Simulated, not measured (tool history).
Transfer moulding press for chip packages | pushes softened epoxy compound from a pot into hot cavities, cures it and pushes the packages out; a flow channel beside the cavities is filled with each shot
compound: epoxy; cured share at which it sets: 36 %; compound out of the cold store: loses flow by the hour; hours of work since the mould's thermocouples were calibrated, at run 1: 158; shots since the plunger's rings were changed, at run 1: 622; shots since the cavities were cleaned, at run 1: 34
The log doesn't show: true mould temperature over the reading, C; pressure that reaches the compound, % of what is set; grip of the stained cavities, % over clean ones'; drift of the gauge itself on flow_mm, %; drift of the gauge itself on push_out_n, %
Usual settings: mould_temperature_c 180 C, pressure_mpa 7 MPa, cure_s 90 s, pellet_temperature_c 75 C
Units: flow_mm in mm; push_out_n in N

run   hour  mould_temperature_c  pressure_mpa  cure_s  pellet_temperature_c  hours of work since the mould's thermocouples were calibrated  shots since the plunger's rings were changed  shots since the cavities were cleaned  incoming compound's hours out of the cold store  flow_mm  push_out_n
  1      0                  180             7      90                    75                                                            158                                           622                                     34                                             17.6      914         338
  2   13.8                  180             7      90                    75                                                            167                                           779                                    191                                             15.4      941         447
  3   37.8                  180             7      90                    75                                                            182                                          1053                                    465                                             32.4      831         466
  4   66.6                  180             7      90                    75                                                            200                                          1381                                    793                                             21.1      893         569
  5   92.8                  180             7      90                    75                                                            216                                          1681                                   1093                                             14.9      939         616
     103.7  -- cavities cleaned with cleaning compound and waxed
  6  114.2                  180             7      90                    75                                                            229                                          1908                                    121                                             45.9      758         348
  7  141.8                  180             7      90                    75                                                            246                                          2223                                    436                                             30.6      833         472
  8  169.2                  180             7      70                    75                                                            263                                          2535                                    748                                              9.2      963        1099
  9  198.7                  183             7      70                    75                                                            282                                          2871                                   1084                                             24.8      851         848
     208.6  -- cavities cleaned with cleaning compound and waxed
 10  228.8                  180             7      90                    75                                                            300                                          3198                                    231                                               20      892         429
 11  253.7                  180             7      90                    75                                                            316                                          3481                                    514                                             45.7      753         456
 12    267                  180             7      90                    75                                                            324                                          3633                                    666                                             46.4      751         491
 13  293.2                  180             7      90                    75                                                            341                                          3932                                    965                                             38.6      784         545
     314.5  -- cavities cleaned with cleaning compound and waxed
 14  320.5                  180             7      90                    71                                                            357                                          4226                                     68                                             32.9      803         381
 15  346.6                  180          5.22      90                    68                                                            373                                          4523                                    365                                             31.7      699         462
 16  364.2                  180          6.56      78                    71                                                            384                                          4724                                    566                                              9.1      919         738
 17  385.9                  178          5.93      78                    71                                                            398                                          4972                                    814                                             25.2      783         868
 18  415.1                  180           7.2     108                    75                                                            416                                          5305                                   1147                                             19.1      887         471
     420.8  -- cavities cleaned with cleaning compound and waxed
 19  441.2                  182           7.2     108                    73                                                            432                                          5585                                    233                                             25.3      852         328

Run 20 comes next. What will it give?
 20  455.3                  182           7.2      83                    73                                                            441                                          5746                                    394                                              9.3        ?           ?

{"run 20": {"flow_mm": 932, "push_out_n": 502}}
Without the tool's hidden state the same run would have given flow_mm 973 mm, push_out_n 367 N.

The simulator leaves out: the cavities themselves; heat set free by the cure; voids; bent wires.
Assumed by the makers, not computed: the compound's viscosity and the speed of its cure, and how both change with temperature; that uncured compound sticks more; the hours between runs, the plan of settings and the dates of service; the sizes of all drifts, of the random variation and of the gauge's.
